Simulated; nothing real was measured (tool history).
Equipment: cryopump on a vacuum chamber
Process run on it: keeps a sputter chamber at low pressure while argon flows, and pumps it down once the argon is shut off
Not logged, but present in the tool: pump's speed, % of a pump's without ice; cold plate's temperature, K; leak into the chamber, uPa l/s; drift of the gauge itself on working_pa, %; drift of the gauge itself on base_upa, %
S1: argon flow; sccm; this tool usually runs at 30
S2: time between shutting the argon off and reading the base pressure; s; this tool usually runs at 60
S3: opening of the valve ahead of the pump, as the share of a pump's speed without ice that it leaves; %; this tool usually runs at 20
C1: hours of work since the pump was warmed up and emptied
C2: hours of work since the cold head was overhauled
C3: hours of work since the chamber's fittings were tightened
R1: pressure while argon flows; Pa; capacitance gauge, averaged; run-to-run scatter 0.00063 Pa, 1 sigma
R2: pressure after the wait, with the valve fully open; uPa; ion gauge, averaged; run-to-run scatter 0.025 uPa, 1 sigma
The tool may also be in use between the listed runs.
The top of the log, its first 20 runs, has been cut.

run     day  S1   S2  S3   C1   C2    C3      R1    R2
 21   8.300  49  110  20  525  525  1747  0.2126  1.60
 22   8.646  14  294  49  531  531  1752  0.0261  1.31
 23   9.179  48   34  40  540  540  1761  0.1105  2.67
 24   9.546  48   34  40  546  546  1768  0.1100  2.74
 25   9.871  27  142  21  551  551  1773  0.1133  1.48
 26  10.371  27  142  21  560  560  1781  0.1130  1.47
 27  10.704  27  142  21  565  565  1787  0.1146  1.48
 28  11.312  13  142  24  576  576  1797  0.0480  1.54
 29  11.967  13   75  44  587  587  1808  0.0282  1.89
 30  12.579  13   75  44  597  597  1819  0.0276  1.90
 31  12.875  40  226  20  602  602  1824  0.1761  1.38
 32  13.292  30   60  59  609  609  1831  0.0512  2.03
 33  13.800  47   89  59  617  617  1839  0.0791  1.74
 34  14.212  47   89  59  624  624  1846  0.0789  1.79

Each row is a separate what-if for the run after 34, all from the same tool condition, not one after another. Results?
  A  14.496  47   25  59  629  629  1851   ?   ?
  B  14.496  30   60  28  629  629  1851   ?   ?
  C  14.496  32   92  31  629  629  1851   ?   ?
  D  14.496  20  121  28  629  629  1851   ?   ?

run      R1    R2
  A  0.0787  3.34
  B  0.0973  2.15
  C  0.0947  1.78
  D  0.0647  1.61
The same runs, with their run-to-run variation unchanged, on a tool lacking any hidden condition would have given:
run      R1    R2
  A  0.0660  2.29
  B  0.0891  1.08
  C  0.0860  0.72
  D  0.0593  0.57
